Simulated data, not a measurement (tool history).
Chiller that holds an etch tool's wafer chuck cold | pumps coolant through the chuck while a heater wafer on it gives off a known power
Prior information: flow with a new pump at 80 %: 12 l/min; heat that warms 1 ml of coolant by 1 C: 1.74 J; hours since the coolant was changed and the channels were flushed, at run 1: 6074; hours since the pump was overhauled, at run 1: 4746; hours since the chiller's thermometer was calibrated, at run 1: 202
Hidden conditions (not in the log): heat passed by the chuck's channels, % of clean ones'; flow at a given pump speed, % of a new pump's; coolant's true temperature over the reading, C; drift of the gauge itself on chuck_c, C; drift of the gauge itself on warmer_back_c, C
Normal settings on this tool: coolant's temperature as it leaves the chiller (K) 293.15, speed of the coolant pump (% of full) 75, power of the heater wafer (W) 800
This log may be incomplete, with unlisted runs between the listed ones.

run,hour,coolant's temperature as it leaves the chiller (K),speed of the coolant pump (% of full),power of the heater wafer (W),hours since the coolant was changed and the channels were flushed,hours since the pump was overhauled,hours since the chiller's thermometer was calibrated,chuck's temperature once it has settled (K),how much warmer the coolant comes back (C)
1,0.0,293.15,75,800,6074,4746,202,299.15,2.53
2,135.1,293.15,75,800,6209,4881,337,299.05,2.52
3,260.7,293.15,75,800,6335,5006,463,299.15,2.47
4,378.2,293.15,75,800,6452,5124,581,299.15,2.55
5,452.0,293.15,63,800,6526,5198,654,299.75,3.06
6,591.9,293.15,75,800,6666,5338,794,299.35,2.56
7,691.0,297.15,87,800,6765,5437,893,302.55,2.21
# hour 810.5: coolant changed, channels flushed
8,838.9,297.15,87,800,28,5579,1035,302.75,2.20
9,964.6,297.15,87,800,154,5704,1161,302.55,2.24
10,1102.3,288.15,87,800,292,5842,1299,293.75,2.22
11,1194.0,293.15,75,800,383,5934,1390,299.25,2.67
12,1336.1,292.15,77,1135,526,6076,1532,300.45,3.63

Branching from run 12: 5 alternative next runs. What would each branch give?
A,1427.6,293.15,75,1017,617,6167,1624,?,?
B,1427.6,292.15,76,1135,617,6167,1624,?,?
C,1427.6,292.15,64,1135,617,6167,1624,?,?
D,1427.6,292.15,61,1135,617,6167,1624,?,?
E,1427.6,298.15,75,800,617,6167,1624,?,?

run,chuck's temperature once it has settled (K),how much warmer the coolant comes back (C)
A,300.85,3.37
B,300.55,3.71
C,301.45,4.49
D,301.95,4.70
E,304.25,2.71
Take away the tool's hidden state, keep each run's random variation, and the runs would have read:
run,chuck's temperature once it has settled (K),how much warmer the coolant comes back (C)
A,300.85,3.15
B,300.55,3.48
C,301.45,4.26
D,301.95,4.48
E,304.15,2.48
